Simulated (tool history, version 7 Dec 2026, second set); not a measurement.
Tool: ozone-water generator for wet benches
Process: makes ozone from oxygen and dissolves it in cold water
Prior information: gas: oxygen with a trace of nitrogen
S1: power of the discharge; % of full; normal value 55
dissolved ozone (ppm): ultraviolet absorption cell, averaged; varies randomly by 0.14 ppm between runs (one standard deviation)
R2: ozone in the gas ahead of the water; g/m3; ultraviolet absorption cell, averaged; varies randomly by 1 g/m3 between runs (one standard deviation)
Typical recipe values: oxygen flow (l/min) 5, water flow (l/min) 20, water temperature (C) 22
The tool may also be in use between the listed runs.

{"run": 1, "hour": 0.0, "S1": 55, "oxygen flow (l/min)": 5, "water flow (l/min)": 20, "water temperature (C)": 22, "dissolved ozone (ppm)": 16.5, "R2": 167.8}
{"run": 2, "hour": 26.7, "S1": 55, "oxygen flow (l/min)": 5, "water flow (l/min)": 20, "water temperature (C)": 22, "dissolved ozone (ppm)": 16.5, "R2": 167.4}
{"run": 3, "hour": 44.0, "S1": 55, "oxygen flow (l/min)": 5, "water flow (l/min)": 20, "water temperature (C)": 22, "dissolved ozone (ppm)": 16.5, "R2": 168.3}
{"run": 4, "hour": 73.9, "S1": 55, "oxygen flow (l/min)": 5, "water flow (l/min)": 20, "water temperature (C)": 17, "dissolved ozone (ppm)": 17.5, "R2": 168.9}
{"run": 5, "hour": 113.2, "S1": 55, "oxygen flow (l/min)": 5, "water flow (l/min)": 20, "water temperature (C)": 17, "dissolved ozone (ppm)": 17.8, "R2": 167.9}
{"run": 6, "hour": 147.8, "S1": 55, "oxygen flow (l/min)": 5, "water flow (l/min)": 20, "water temperature (C)": 22, "dissolved ozone (ppm)": 16.4, "R2": 166.4}
{"run": 7, "hour": 180.0, "S1": 55, "oxygen flow (l/min)": 5, "water flow (l/min)": 20, "water temperature (C)": 22, "dissolved ozone (ppm)": 16.4, "R2": 168.6}
{"run": 8, "hour": 201.5, "S1": 55, "oxygen flow (l/min)": 5, "water flow (l/min)": 20, "water temperature (C)": 22, "dissolved ozone (ppm)": 16.4, "R2": 167.3}
{"run": 9, "hour": 220.2, "S1": 55, "oxygen flow (l/min)": 5, "water flow (l/min)": 20, "water temperature (C)": 22, "dissolved ozone (ppm)": 16.3, "R2": 167.9}
{"run": 10, "hour": 251.2, "S1": 55, "oxygen flow (l/min)": 5, "water flow (l/min)": 20, "water temperature (C)": 22, "dissolved ozone (ppm)": 16.4, "R2": 167}
{"run": 11, "hour": 282.1, "S1": 55, "oxygen flow (l/min)": 5, "water flow (l/min)": 20, "water temperature (C)": 22, "dissolved ozone (ppm)": 16, "R2": 166.5}
{"run": 12, "hour": 317.7, "S1": 55, "oxygen flow (l/min)": 3.1, "water flow (l/min)": 20, "water temperature (C)": 22, "dissolved ozone (ppm)": 15.2, "R2": 207.9}
{"run": 13, "hour": 347.9, "S1": 55, "oxygen flow (l/min)": 3.1, "water flow (l/min)": 12, "water temperature (C)": 22, "dissolved ozone (ppm)": 24, "R2": 205.2}
{"run": 14, "hour": 374.8, "S1": 55, "oxygen flow (l/min)": 3.1, "water flow (l/min)": 12, "water temperature (C)": 22, "dissolved ozone (ppm)": 23.9, "R2": 205.2}
{"run": 15, "hour": 399.6, "S1": 55, "oxygen flow (l/min)": 3.1, "water flow (l/min)": 12, "water temperature (C)": 22, "dissolved ozone (ppm)": 24, "R2": 206}
{"run": 16, "hour": 421.8, "S1": 55, "oxygen flow (l/min)": 5, "water flow (l/min)": 20, "water temperature (C)": 22, "dissolved ozone (ppm)": 16.4, "R2": 166.5}
{"run": 17, "hour": 444.4, "S1": 68, "oxygen flow (l/min)": 5, "water flow (l/min)": 20, "water temperature (C)": 22, "dissolved ozone (ppm)": 18.9, "R2": 191}
{"run": 18, "hour": 465.9, "S1": 61, "oxygen flow (l/min)": 2.64, "water flow (l/min)": 13, "water temperature (C)": 19, "dissolved ozone (ppm)": 24.8, "R2": 236.7}
{"run": 19, "hour": 491.2, "S1": 61, "oxygen flow (l/min)": 2.64, "water flow (l/min)": 13, "water temperature (C)": 19, "dissolved ozone (ppm)": 24.7, "R2": 236.9}
{"run": 20, "hour": 516.2, "S1": 61, "oxygen flow (l/min)": 2.64, "water flow (l/min)": 13, "water temperature (C)": 19, "dissolved ozone (ppm)": 24.5, "R2": 235.6}
{"run": 21, "hour": 546.8, "S1": 61, "oxygen flow (l/min)": 2.64, "water flow (l/min)": 13, "water temperature (C)": 19, "dissolved ozone (ppm)": 24.4, "R2": 237.5}
{"run": 22, "hour": 578.2, "S1": 61, "oxygen flow (l/min)": 2.64, "water flow (l/min)": 13, "water temperature (C)": 19, "dissolved ozone (ppm)": 24.6, "R2": 237}
{"run": 23, "hour": 602.0, "S1": 61, "oxygen flow (l/min)": 3.47, "water flow (l/min)": 13, "water temperature (C)": 19, "dissolved ozone (ppm)": 25.4, "R2": 209.9}
{"run": 24, "hour": 620.3, "S1": 61, "oxygen flow (l/min)": 3.47, "water flow (l/min)": 13, "water temperature (C)": 19, "dissolved ozone (ppm)": 25.1, "R2": 212.9}
{"run": 25, "hour": 655.0, "S1": 72, "oxygen flow (l/min)": 3.7, "water flow (l/min)": 12, "water temperature (C)": 20, "dissolved ozone (ppm)": 29.8, "R2": 226.4}
{"run": 26, "hour": 683.7, "S1": 72, "oxygen flow (l/min)": 3.09, "water flow (l/min)": 15, "water temperature (C)": 20, "dissolved ozone (ppm)": 24.1, "R2": 245.8}
{"run": 27, "hour": 723.1, "S1": 72, "oxygen flow (l/min)": 3.09, "water flow (l/min)": 15, "water temperature (C)": 20, "dissolved ozone (ppm)": 24.1, "R2": 246.6}
{"run": 28, "hour": 746.4, "S1": 40, "oxygen flow (l/min)": 5, "water flow (l/min)": 20, "water temperature (C)": 25, "dissolved ozone (ppm)": 12.6, "R2": 133.7}
{"run": 29, "hour": 777.5, "S1": 55, "oxygen flow (l/min)": 5, "water flow (l/min)": 19, "water temperature (C)": 17, "dissolved ozone (ppm)": 17.9, "R2": 165.6}
{"run": 30, "hour": 808.6, "S1": 55, "oxygen flow (l/min)": 5, "water flow (l/min)": 19, "water temperature (C)": 17, "dissolved ozone (ppm)": 18.2, "R2": 164.7}
{"run": 31, "hour": 826.8, "S1": 55, "oxygen flow (l/min)": 5.21, "water flow (l/min)": 20, "water temperature (C)": 22, "dissolved ozone (ppm)": 15.9, "R2": 161.6}
{"run": 32, "hour": 846.1, "S1": 76, "oxygen flow (l/min)": 5.19, "water flow (l/min)": 19, "water temperature (C)": 16, "dissolved ozone (ppm)": 23.1, "R2": 200.9}

Results for each run, recomputed without the tool's hidden state and with each run's random variation untouched:
What the log doesn't record here: yield of the discharge, % of new electrodes'; contactor's efficiency, % of a clean one's; true water temperature over the reading, C; drift of the gauge itself on ozone_ppm, %; drift of the gauge itself on gas_g_m3, %.
run=1 dissolved_ozone_(ppm)=17.3 R2=172.2
run=2 dissolved_ozone_(ppm)=17.3 R2=171.9
run=3 dissolved_ozone_(ppm)=17.3 R2=172.9
run=4 dissolved_ozone_(ppm)=18.4 R2=173.6
run=5 dissolved_ozone_(ppm)=18.7 R2=172.7
run=6 dissolved_ozone_(ppm)=17.3 R2=171.3
run=7 dissolved_ozone_(ppm)=17.3 R2=173.8
run=8 dissolved_ozone_(ppm)=17.3 R2=172.5
run=9 dissolved_ozone_(ppm)=17.2 R2=173.2
run=10 dissolved_ozone_(ppm)=17.3 R2=172.4
run=11 dissolved_ozone_(ppm)=16.9 R2=172
run=12 dissolved_ozone_(ppm)=16.1 R2=214.9
run=13 dissolved_ozone_(ppm)=25.2 R2=212.4
run=14 dissolved_ozone_(ppm)=25.1 R2=212.5
run=15 dissolved_ozone_(ppm)=25.3 R2=213.4
run=16 dissolved_ozone_(ppm)=17.4 R2=172.5
run=17 dissolved_ozone_(ppm)=20.2 R2=199.4
run=18 dissolved_ozone_(ppm)=26.2 R2=246.4
run=19 dissolved_ozone_(ppm)=26.2 R2=246.8
run=20 dissolved_ozone_(ppm)=26 R2=245.5
run=21 dissolved_ozone_(ppm)=25.9 R2=247.7
run=22 dissolved_ozone_(ppm)=26.1 R2=247.4
run=23 dissolved_ozone_(ppm)=27 R2=219.3
run=24 dissolved_ozone_(ppm)=26.7 R2=222.5
run=25 dissolved_ozone_(ppm)=31.9 R2=238.2
run=26 dissolved_ozone_(ppm)=26 R2=258.8
run=27 dissolved_ozone_(ppm)=25.9 R2=260
run=28 dissolved_ozone_(ppm)=13.4 R2=138.1
run=29 dissolved_ozone_(ppm)=19.3 R2=173.1
run=30 dissolved_ozone_(ppm)=19.6 R2=172.4
run=31 dissolved_ozone_(ppm)=17.2 R2=169.2
run=32 dissolved_ozone_(ppm)=25.1 R2=213
